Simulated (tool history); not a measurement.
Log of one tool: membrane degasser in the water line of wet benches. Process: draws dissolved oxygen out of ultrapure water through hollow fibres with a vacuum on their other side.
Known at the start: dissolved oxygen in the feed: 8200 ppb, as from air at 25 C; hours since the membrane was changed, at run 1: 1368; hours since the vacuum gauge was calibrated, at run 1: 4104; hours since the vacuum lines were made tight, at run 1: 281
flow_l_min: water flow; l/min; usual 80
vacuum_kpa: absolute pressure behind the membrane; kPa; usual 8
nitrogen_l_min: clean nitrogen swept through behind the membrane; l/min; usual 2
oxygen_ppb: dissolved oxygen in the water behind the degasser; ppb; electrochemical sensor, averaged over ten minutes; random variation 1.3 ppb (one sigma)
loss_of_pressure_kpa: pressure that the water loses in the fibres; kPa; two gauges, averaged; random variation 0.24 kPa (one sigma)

run     day  flow_l_min  vacuum_kpa  nitrogen_l_min  hours since the membrane was changed  hours since the vacuum gauge was calibrated  hours since the vacuum lines were made tight  oxygen_ppb  loss_of_pressure_kpa
  1       0          80           8               2                                  1368                                         4104                                           281       394.8                  61.6
  2   2.308          80           8               2                                  1423                                         4159                                           337       389.8                  61.3
  3   4.983          80           8            0.82                                  1487                                         4223                                           401       720.5                 61.97
  4   8.075          80           8            0.82                                  1561                                         4297                                           475       722.9                 61.94
  5  10.642          80           8            0.82                                  1623                                         4359                                           537       723.9                 61.93
  6  13.304          80           8            0.82                                  1687                                         4423                                           601         726                 61.84
  7  16.558          80           8            0.82                                  1765                                         4501                                           679       721.2                 61.88
  8  20.183          80           8            1.43                                  1852                                         4588                                           766       502.1                  62.4
  9  22.875          80        7.19               2                                  1917                                         4653                                           830       333.6                  61.9
 10  25.296          80        6.39               2                                  1975                                         4711                                           888       272.8                 62.28
 11  29.779          80           8               2                                  2082                                         4818                                           996       391.6                 62.27
 12  33.733          80        7.14            2.49                                  2177                                         4913                                          1091       279.8                 62.76
 13  37.138          80        7.14            2.49                                  2259                                         4995                                          1173       277.8                 62.24
 14  41.342          80       14.45            2.49                                  2360                                         5096                                          1273       721.1                  62.3
 15  43.196         128       14.45            5.37                                  2404                                         5140                                          1318         627                 99.71
 16  45.146         102         6.6               2                                  2451                                         5187                                          1365         369                 80.17
 17  48.867          80       12.49            1.94                                  2540                                         5276                                          1454       735.5                 62.67
 18  53.229          58        5.05               2                                  2645                                         5381                                          1559       127.7                 45.55
 19  55.821          58        5.05               2                                  2707                                         5443                                          1621       128.2                 45.78
 20  58.058          72         7.4            2.85                                  2761                                         5497                                          1675       242.6                 56.67
 21  61.338          72         7.4            2.85                                  2840                                         5576                                          1753       242.3                 56.74

Hidden state or all else? Some run-to-run changes of oxygen_ppb, split into what the settings, what came in and random variation would give without the hidden state, and what is left for the hidden state (with any gauge scatter that isn't in both results):
The hidden state here: membrane still open, %; true pressure behind the membrane over the reading, kPa; air that leaks in behind the membrane, l/min; drift of the gauge itself on oxygen_ppb, %; drift of the gauge itself on loss_of_pressure_kpa, %.
Run 2 -> 3: nitrogen_l_min 2 -> 0.82. oxygen_ppb +330.7 ppb: hidden state +11.1, all else +319.6.
Run 13 -> 14: vacuum_kpa 7.14 -> 14.45. oxygen_ppb +443.3 ppb: hidden state -0.8, all else +444.1.
Run 16 -> 17: flow_l_min 102 -> 80, vacuum_kpa 6.6 -> 12.49, nitrogen_l_min 2 -> 1.94. oxygen_ppb +366.5 ppb: hidden state -7.6, all else +374.1.
Run 17 -> 18: flow_l_min 80 -> 58, vacuum_kpa 12.49 -> 5.05, nitrogen_l_min 1.94 -> 2. oxygen_ppb -607.8 ppb: hidden state -3.7, all else -604.1.

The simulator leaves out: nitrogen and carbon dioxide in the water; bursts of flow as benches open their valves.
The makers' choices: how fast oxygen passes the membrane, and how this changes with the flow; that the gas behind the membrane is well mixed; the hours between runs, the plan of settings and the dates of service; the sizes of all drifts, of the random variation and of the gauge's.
